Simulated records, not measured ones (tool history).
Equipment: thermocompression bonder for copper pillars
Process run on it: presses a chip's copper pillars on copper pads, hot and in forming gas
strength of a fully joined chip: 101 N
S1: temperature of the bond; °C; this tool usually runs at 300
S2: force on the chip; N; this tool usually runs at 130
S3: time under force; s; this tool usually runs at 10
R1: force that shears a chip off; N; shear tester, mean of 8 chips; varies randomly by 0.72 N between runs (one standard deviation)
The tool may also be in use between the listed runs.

run   hour   S1   S2  S3    R1
  1    0.0  300  130  10  48.2
  2   26.4  300  130  10  47.8
  3   48.1  300  130  10  46.8
  4   66.8  300  130  10  48.1
  5   83.2  300  130  29  65.7
      96.1  -- forming gas filter changed
  6   96.1  300  130  10  50.3
  7  115.2  300  130  10  48.4
  8  139.0  292  130  10  44.4
  9  165.1  285  130  10  41.5
 10  188.4  285  130  10  41.4
 11  209.8  285  130  10  40.4
 12  222.7  285  130  10  39.9
 13  234.4  285  130  10  41.0
 14  248.8  300  130  10  47.2
 15  268.7  300  130   8  43.6
 16  291.0  300  130   8  42.5
 17  314.6  300  130  10  48.2
 18  332.5  300  130  10  47.7
     335.9  -- force cell calibrated
 19  346.6  279  130  10  35.3
 20  372.5  300  173  10  55.3
 21  398.3  292  172  10  49.2
 22  414.8  300  105  10  41.5
 23  439.7  287  103  11  36.6
 24  463.1  313   91  11  46.0
     477.7  -- force cell calibrated, once more
 25  483.4  296   98  22  52.1
 26  508.7  296   98  22  50.2
 27  528.6  288  164  23  59.5
 28  546.2  317   81  16  52.4
 29  561.7  317   81  16  51.5
 30  574.2  280  173  10  42.3
 31  592.5  327  117   9  55.4
 32  616.1  300   95  10  38.9
 33  632.9  300   95  10  39.0
 34  647.5  285  186  22  61.2
     668.6  -- forming gas filter changed
 35  672.9  285  186  22  61.8
 36  694.4  313  112  10  50.1
 37  719.9  303  162   9  54.0
 38  744.9  304   78  10  37.6
 39  767.1  282  130  10  38.1

What if the next run were any one of these 4? Each begins from the tool's condition after run 39:
  A  793.9  302  153  10   ?
  B  793.9  324  130  10   ?
  C  793.9  282  125  10   ?
  D  793.9  300   87  10   ?

run    R1
  A  52.4
  B  59.1
  C  37.1
  D  37.5
With the hidden condition removed and each run's random variation left untouched, the same runs would have given:
run    R1
  A  57.6
  B  64.0
  C  41.6
  D  41.8
